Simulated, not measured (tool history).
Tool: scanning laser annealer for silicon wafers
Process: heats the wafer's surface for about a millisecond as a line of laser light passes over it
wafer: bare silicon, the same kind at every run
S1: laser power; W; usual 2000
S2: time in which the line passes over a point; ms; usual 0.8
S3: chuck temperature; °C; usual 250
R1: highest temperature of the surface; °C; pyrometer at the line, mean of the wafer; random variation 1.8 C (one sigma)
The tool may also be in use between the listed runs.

Run 1, hour 0: usual settings. Result: R1 1021 °C.
Run 2, hour 55.8: usual settings. Result: R1 1024 °C.
Run 3, hour 129.7: usual settings but S2 0.801 ms. Result: R1 1025 °C.
Run 4, hour 171.4: usual settings but S2 0.801 ms. Result: R1 1024 °C.
Run 5, hour 226.5: usual settings but S3 219 °C. Result: R1 994 °C.
Run 6, hour 298.5: usual settings but S3 219 °C. Result: R1 995 °C.
Run 7, hour 369.9: usual settings but S3 219 °C. Result: R1 990 °C.
Run 8, hour 445.6: usual settings but S2 0.776 ms, S3 219 °C. Result: R1 983 °C.
Run 9, hour 488.3: usual settings but S3 239 °C. Result: R1 1011 °C.
At hour 505.6: window over the wafer cleaned.
Run 10, hour 531.1: usual settings. Result: R1 1023 °C.
Run 11, hour 584.9: usual settings. Result: R1 1024 °C.
Run 12, hour 639.3: usual settings. Result: R1 1021 °C.
Run 13, hour 721.6: usual settings. Result: R1 1025 °C.
Run 14, hour 776.6: usual settings but S2 0.95 ms. Result: R1 1090 °C.
Run 15, hour 821.2: usual settings but S2 0.95 ms. Result: R1 1086 °C.
Run 16, hour 894.6: usual settings but S1 1738 W, S2 0.943 ms, S3 230 °C. Result: R1 945 °C.
At hour 935.4: optics aligned, line set to its width.
Run 17, hour 956.6: usual settings but S1 1738 W, S2 0.943 ms, S3 230 °C. Result: R1 942 °C.
Run 18, hour 1021.3: usual settings but S1 1738 W, S2 0.943 ms, S3 230 °C. Result: R1 943 °C.
Run 19, hour 1104.2: usual settings but S1 2111 W, S3 288 °C. Result: R1 1108 °C.
Run 20, hour 1201.5: usual settings but S1 2111 W, S3 288 °C. Result: R1 1112 °C.
Run 21, hour 1280.7: usual settings but S1 1902 W, S2 0.763 ms, S3 233 °C. Result: R1 946 °C.
Run 22, hour 1373.2: usual settings but S1 1902 W, S2 0.763 ms, S3 233 °C. Result: R1 945 °C.
Run 23, hour 1435.5: usual settings but S1 2098 W, S2 0.797 ms, S3 275 °C. Result: R1 1091 °C.
Run 24, hour 1491.3: usual settings but S1 2042 W, S3 270 °C. Result: R1 1064 °C.
Run 25, hour 1557.6: usual settings but S1 2042 W, S2 0.671 ms, S3 279 °C. Result: R1 1007 °C.
At hour 1605.8: window over the wafer cleaned.
Run 26, hour 1609.7: usual settings but S1 2141 W, S3 266 °C. Result: R1 1098 °C.
Run 27, hour 1680.2: usual settings but S2 0.596 ms, S3 216 °C. Result: R1 888 °C.

Forecast each of these 3 alternatives for the next run:
Run A, hour 1733.7: usual settings but S1 1838 W, S2 0.596 ms, S3 216 °C. Result: R1 ?.
Run B, hour 1733.7: usual settings but S1 1983 W, S2 0.927 ms, S3 216 °C. Result: R1 ?.
Run C, hour 1733.7: usual settings but S1 1901 W, S2 0.874 ms, S3 254 °C. Result: R1 ?.

run    R1
  A   827
  B  1037
  C  1016
Without the tool's hidden state the same runs would have given:
run    R1
  A   827
  B  1037
  C  1017

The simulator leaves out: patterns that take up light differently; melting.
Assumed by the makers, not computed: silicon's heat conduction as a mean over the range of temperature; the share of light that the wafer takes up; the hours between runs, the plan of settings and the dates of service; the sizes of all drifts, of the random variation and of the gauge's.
